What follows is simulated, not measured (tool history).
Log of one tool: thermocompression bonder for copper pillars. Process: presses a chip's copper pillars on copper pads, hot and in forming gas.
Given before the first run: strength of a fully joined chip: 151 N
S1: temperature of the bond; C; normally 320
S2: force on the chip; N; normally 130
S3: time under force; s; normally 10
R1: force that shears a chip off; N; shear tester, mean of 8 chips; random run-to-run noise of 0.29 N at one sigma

run,hour,S1,S2,S3,R1
1,0.0,320,130,10,75.3
2,12.3,320,130,5,59.3
3,25.0,320,130,5,58.7
4,37.0,320,130,5,59.4
5,49.4,320,130,20,95.6
6,56.0,320,130,28,104.0
7,66.8,320,130,28,104.4
8,75.6,320,130,28,104.9
9,86.2,320,130,7,67.3
10,93.2,320,130,10,76.0
11,104.2,300,79,10,39.8
12,112.2,300,161,5,55.8

The next listed run, before its measurement:
13,120.0,306,96,10,?

{"run 13": {"R1": 51.6}}
Were there no unlogged condition in the tool, this run, its random variation unchanged, would have produced R1 51.1 N.
